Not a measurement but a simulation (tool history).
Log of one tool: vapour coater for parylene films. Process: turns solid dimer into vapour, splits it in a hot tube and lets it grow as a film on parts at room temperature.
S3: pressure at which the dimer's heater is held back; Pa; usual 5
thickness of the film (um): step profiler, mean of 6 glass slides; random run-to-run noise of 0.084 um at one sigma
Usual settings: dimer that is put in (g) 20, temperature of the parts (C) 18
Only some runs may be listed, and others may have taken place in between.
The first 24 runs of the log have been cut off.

Run 25, hour 569.1: usual settings but dimer that is put in (g) 17, temperature of the parts (C) 29, S3 2.63 Pa. Result: thickness of the film (um) 7.96.
Run 26, hour 584.4: usual settings but dimer that is put in (g) 8, temperature of the parts (C) 27, S3 9.59 Pa. Result: thickness of the film (um) 3.49.
Run 27, hour 608.1: usual settings but dimer that is put in (g) 24, temperature of the parts (C) 28, S3 3.77 Pa. Result: thickness of the film (um) 11.01.
Run 28, hour 622.1: usual settings but dimer that is put in (g) 24, temperature of the parts (C) 28, S3 3.77 Pa. Result: thickness of the film (um) 11.06.
Run 29, hour 640: usual settings but dimer that is put in (g) 24, temperature of the parts (C) 25, S3 3.77 Pa. Result: thickness of the film (um) 11.64.
Run 30, hour 662.5: usual settings but temperature of the parts (C) 21, S3 9.04 Pa. Result: thickness of the film (um) 9.71.
Run 31, hour 693.1: usual settings but dimer that is put in (g) 8, temperature of the parts (C) 22, S3 3.75 Pa. Result: thickness of the film (um) 4.11.
Run 32, hour 712: usual settings but dimer that is put in (g) 8, temperature of the parts (C) 22, S3 3.75 Pa. Result: thickness of the film (um) 4.11.
Run 33, hour 729.2: usual settings but dimer that is put in (g) 8, temperature of the parts (C) 22, S3 3.75 Pa. Result: thickness of the film (um) 4.08.
Run 34, hour 745.7: usual settings but dimer that is put in (g) 8, temperature of the parts (C) 22, S3 3.75 Pa. Result: thickness of the film (um) 4.06.
Run 35, hour 770.4: usual settings but temperature of the parts (C) 13, S3 2.18 Pa. Result: thickness of the film (um) 12.55.
Run 36, hour 793.8: usual settings but dimer that is put in (g) 13, temperature of the parts (C) 22, S3 5.31 Pa. Result: thickness of the film (um) 6.35.
Run 37, hour 812: usual settings but dimer that is put in (g) 13, temperature of the parts (C) 22, S3 5.31 Pa. Result: thickness of the film (um) 6.33.
Run 38, hour 837.2: usual settings but dimer that is put in (g) 14, temperature of the parts (C) 22, S3 2.81 Pa. Result: thickness of the film (um) 7.23.
Run 39, hour 859.9: usual settings but dimer that is put in (g) 16, temperature of the parts (C) 29, S3 4.92 Pa. Result: thickness of the film (um) 6.78.
Run 40, hour 891.2: usual settings but dimer that is put in (g) 23, temperature of the parts (C) 19, S3 8.01 Pa. Result: thickness of the film (um) 11.4.
Run 41, hour 912.2: usual settings but dimer that is put in (g) 18, S3 2.91 Pa. Result: thickness of the film (um) 9.93.
Run 42, hour 938: usual settings but temperature of the parts (C) 22, S3 2.42 Pa. Result: thickness of the film (um) 10.23.
Run 43, hour 964.9: usual settings but temperature of the parts (C) 22, S3 2.42 Pa. Result: thickness of the film (um) 10.28.
At hour 971: trap's valve overhauled.
Run 44, hour 986.4: usual settings but temperature of the parts (C) 22, S3 2.42 Pa. Result: thickness of the film (um) 11.
Run 45, hour 1007.7: usual settings but dimer that is put in (g) 29, temperature of the parts (C) 10. Result: thickness of the film (um) 19.2.
Run 46, hour 1038.7: usual settings but temperature of the parts (C) 25. Result: thickness of the film (um) 9.89.

Below are 3 alternative next runs, each starting from the tool's condition after run 46. Predict each:
Run A, hour 1057.7: usual settings but temperature of the parts (C) 22, S3 3.3 Pa. Result: thickness of the film (um) ?.
Run B, hour 1057.7: usual settings but dimer that is put in (g) 12, temperature of the parts (C) 29, S3 3.6 Pa. Result: thickness of the film (um) ?.
Run C, hour 1057.7: usual settings but S3 11.03 Pa. Result: thickness of the film (um) ?.

run  thickness of the film (um)
  A                       10.72
  B                        5.55
  C                       10.43
With no hidden state in the tool, these same runs would have given:
run  thickness of the film (um)
  A                       10.53
  B                        5.45
  C                       10.25
